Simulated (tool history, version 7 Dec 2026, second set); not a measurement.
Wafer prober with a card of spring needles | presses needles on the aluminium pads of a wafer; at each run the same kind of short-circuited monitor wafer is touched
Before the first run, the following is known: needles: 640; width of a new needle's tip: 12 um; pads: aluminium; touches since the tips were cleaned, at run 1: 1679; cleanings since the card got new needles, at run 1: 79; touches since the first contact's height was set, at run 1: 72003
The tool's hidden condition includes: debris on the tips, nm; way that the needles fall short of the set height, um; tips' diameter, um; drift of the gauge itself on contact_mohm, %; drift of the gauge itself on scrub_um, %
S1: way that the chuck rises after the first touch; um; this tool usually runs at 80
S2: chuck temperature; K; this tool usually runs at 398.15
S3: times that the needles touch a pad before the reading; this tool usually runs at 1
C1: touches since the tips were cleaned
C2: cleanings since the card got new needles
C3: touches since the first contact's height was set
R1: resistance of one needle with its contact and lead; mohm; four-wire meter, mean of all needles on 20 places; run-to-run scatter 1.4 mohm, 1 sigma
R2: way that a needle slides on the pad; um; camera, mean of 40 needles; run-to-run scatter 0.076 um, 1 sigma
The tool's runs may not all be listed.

run,hour,S1,S2,S3,C1,C2,C3,R1,R2
1,0,80,398.15,1,1679,79,72003,159,15.74
# hour 3.4: tips cleaned on abrasive film
# hour 10.7: tips cleaned on abrasive film
2,14.3,80,398.15,3,1840,81,79311,143,15.75
# hour 18: tips cleaned on abrasive film
# hour 25.1: tips cleaned on abrasive film
3,25.9,80,398.15,3,410,83,85218,133,15.74
# hour 32.7: tips cleaned on abrasive film
# hour 39.2: tips cleaned on abrasive film
4,39.2,96,398.15,1,0,85,92059,131,19.08
# hour 46.8: tips cleaned on abrasive film
5,48.8,80,398.15,1,1063,86,96969,157,15.83
# hour 54.3: tips cleaned on abrasive film
# hour 62: tips cleaned on abrasive film
6,63,80,398.15,1,502,88,104234,146,15.81
# hour 69.3: tips cleaned on abrasive film
# hour 76.8: tips cleaned on abrasive film
7,77.6,80,398.15,1,410,90,111699,144,15.66
# hour 83.3: tips cleaned on abrasive film
8,86.4,80,398.15,1,1638,91,116221,164,15.47
# hour 90.8: tips cleaned on abrasive film
# hour 97.5: tips cleaned on abrasive film
9,100,80,398.15,1,1297,93,123194,158,15.45
# hour 105.1: tips cleaned on abrasive film
# hour 111.7: tips cleaned on abrasive film
10,111.9,80,398.15,1,98,95,129260,136,15.47
# hour 119: tips cleaned on abrasive film
11,122.8,94,398.15,1,1927,96,134825,160,18.38
# hour 126.6: tips cleaned on abrasive film
# hour 133.1: tips cleaned on abrasive film
12,135.3,94,398.15,1,1141,98,141225,150,18.25
# hour 140.5: tips cleaned on abrasive film
# hour 147.4: tips cleaned on abrasive film
13,148.7,94,398.15,1,704,100,148103,141,18.21
# hour 154.8: tips cleaned on abrasive film
14,156.4,80,316.15,1,823,101,152020,151,15.24
# hour 162: tips cleaned on abrasive film
# hour 168.7: tips cleaned on abrasive film
15,173.4,67,398.15,1,2438,103,160721,189,12.7

Run 16, settings as shown, results not yet in. Your forecast:
# hour 176.6: tips cleaned on abrasive film
16,181.4,67,398.15,1,2495,104,164839,?,?

Run 16 came out at R1 191 mohm, R2 12.61 um.
Were there no unlogged condition in the tool, this run, its random variation unchanged, would have produced R1 132 mohm, R2 13.55 um.

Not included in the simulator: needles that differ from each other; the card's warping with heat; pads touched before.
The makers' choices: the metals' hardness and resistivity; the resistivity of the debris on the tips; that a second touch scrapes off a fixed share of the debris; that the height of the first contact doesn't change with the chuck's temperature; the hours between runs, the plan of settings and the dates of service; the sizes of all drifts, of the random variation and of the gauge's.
